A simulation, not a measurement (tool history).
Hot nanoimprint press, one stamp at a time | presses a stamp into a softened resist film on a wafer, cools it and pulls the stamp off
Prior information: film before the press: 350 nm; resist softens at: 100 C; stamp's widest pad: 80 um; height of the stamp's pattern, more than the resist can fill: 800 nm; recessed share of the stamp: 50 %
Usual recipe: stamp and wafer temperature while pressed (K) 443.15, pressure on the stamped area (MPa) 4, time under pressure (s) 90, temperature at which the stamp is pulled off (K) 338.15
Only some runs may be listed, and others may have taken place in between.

run	hour	stamp and wafer temperature while pressed (K)	pressure on the stamped area (MPa)	time under pressure (s)	temperature at which the stamp is pulled off (K)	resist left under the stamp's widest pad (Å)	greatest force while the stamp is pulled off (N)
1	0	443.15	4	90	338.15	1553	99
2	19.1	443.15	2.94	90	338.15	1759	100
3	35.8	443.15	2.94	90	338.15	1762	101
4	52.1	443.15	4	90	335.15	1550	108
5	67.2	443.15	4	90	335.15	1548	106
6	87.1	443.15	4	90	338.15	1548	101
7	102.9	443.15	4	90	338.15	1552	106
8	123.2	443.15	4	90	338.15	1550	106
# hour 135.2: plate thermocouple calibrated
9	139.2	443.15	4	90	338.15	1683	109
10	157	446.15	3.53	63	343.15	1777	102
11	168.2	446.15	5.73	58	343.15	1511	102
12	179.8	433.15	3.94	52	326.15	2815	139
13	193	443.15	4	151	338.15	1365	113
14	208.3	443.15	4	151	338.15	1358	113
15	227.8	443.15	2.89	47	338.15	2319	114
# hour 237.4: stamp cleaned and given a new release coat
16	245.5	443.15	2.68	57	338.15	2257	92
17	258.5	443.15	3.17	57	338.15	2115	91
18	274.3	435.15	4	144	331.15	2013	107

Here are 4 independent what-if runs from the current tool condition. What would each one return?
A	292.5	435.15	5.39	130	331.15	?	?
B	292.5	441.15	6.06	144	339.15	?	?
C	292.5	435.15	2.56	90	344.15	?	?
D	292.5	435.15	4	170	326.15	?	?

run	resist left under the stamp's widest pad (Å)	greatest force while the stamp is pulled off (N)
A	1870	106
B	1273	93
C	2616	85
D	1896	115
The same runs, with their run-to-run variation unchanged, on a tool lacking any hidden condition would have given:
run	resist left under the stamp's widest pad (Å)	greatest force while the stamp is pulled off (N)
A	1864	103
B	1265	90
C	2621	83
D	1896	112

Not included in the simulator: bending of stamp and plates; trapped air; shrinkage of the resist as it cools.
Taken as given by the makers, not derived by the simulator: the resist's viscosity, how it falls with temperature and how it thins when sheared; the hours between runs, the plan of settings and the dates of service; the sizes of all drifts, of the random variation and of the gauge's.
